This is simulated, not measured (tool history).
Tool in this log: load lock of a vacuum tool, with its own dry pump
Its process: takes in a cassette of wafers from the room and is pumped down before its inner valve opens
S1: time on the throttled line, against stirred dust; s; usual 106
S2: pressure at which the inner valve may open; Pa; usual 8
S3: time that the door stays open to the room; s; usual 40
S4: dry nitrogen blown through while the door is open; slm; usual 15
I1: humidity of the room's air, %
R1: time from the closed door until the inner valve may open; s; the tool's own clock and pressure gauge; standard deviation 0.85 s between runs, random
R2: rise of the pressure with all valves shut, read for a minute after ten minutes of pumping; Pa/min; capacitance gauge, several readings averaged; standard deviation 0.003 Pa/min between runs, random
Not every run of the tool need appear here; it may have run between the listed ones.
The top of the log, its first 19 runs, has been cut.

run 20 hour=1232.6 | S1=184 S2=8 S3=65 S4=15 | I1=43.2 | R1=224.7 R2=0.161
run 21 hour=1297.5 | S1=119 S2=7 S3=29 S4=27 | I1=43.1 | R1=171.1 R2=0.15
run 22 hour=1341.3 | S1=81 S2=16 S3=39 S4=6 | I1=44.2 | R1=135.3 R2=0.162
run 23 hour=1404.8 | S1=81 S2=16 S3=39 S4=6 | I1=45.4 | R1=136 R2=0.166
run 24 hour=1457 | S1=130 S2=16 S3=39 S4=5 | I1=43.9 | R1=175.4 R2=0.176
run 25 hour=1548.3 | S1=185 S2=14 S3=125 S4=6 | I1=44.6 | R1=221.2 R2=0.208
run 26 hour=1631 | S1=185 S2=14 S3=125 S4=7 | I1=46.1 | R1=219.2 R2=0.211
run 27 hour=1680.7 | S1=175 S2=14 S3=105 S4=12 | I1=44.1 | R1=215 R2=0.195
run 28 hour=1765.7 | S1=175 S2=14 S3=105 S4=6 | I1=44.9 | R1=212.3 R2=0.207
run 29 hour=1842.5 | S1=175 S2=14 S3=105 S4=21 | I1=47.7 | R1=212.2 R2=0.201
run 30 hour=1910.8 | S1=175 S2=12 S3=195 S4=21 | I1=43.8 | R1=215.2 R2=0.204

Alternative continuations, all from the tool just after run 30; predict every row:
run A hour=1974 | S1=65 S2=12 S3=195 S4=21 | I1=47.3 | R1=? R2=?
run B hour=1974 | S1=175 S2=13 S3=145 S4=18 | I1=44.1 | R1=? R2=?
run C hour=1974 | S1=112 S2=12 S3=195 S4=21 | I1=48.1 | R1=? R2=?

run=A R1=125.8 R2=0.222
run=B R1=213.3 R2=0.212
run=C R1=162.9 R2=0.221
With no hidden state in the tool, these same runs would have given:
run=A R1=125.1 R2=0.065
run=B R1=212.8 R2=0.056
run=C R1=162.1 R2=0.066
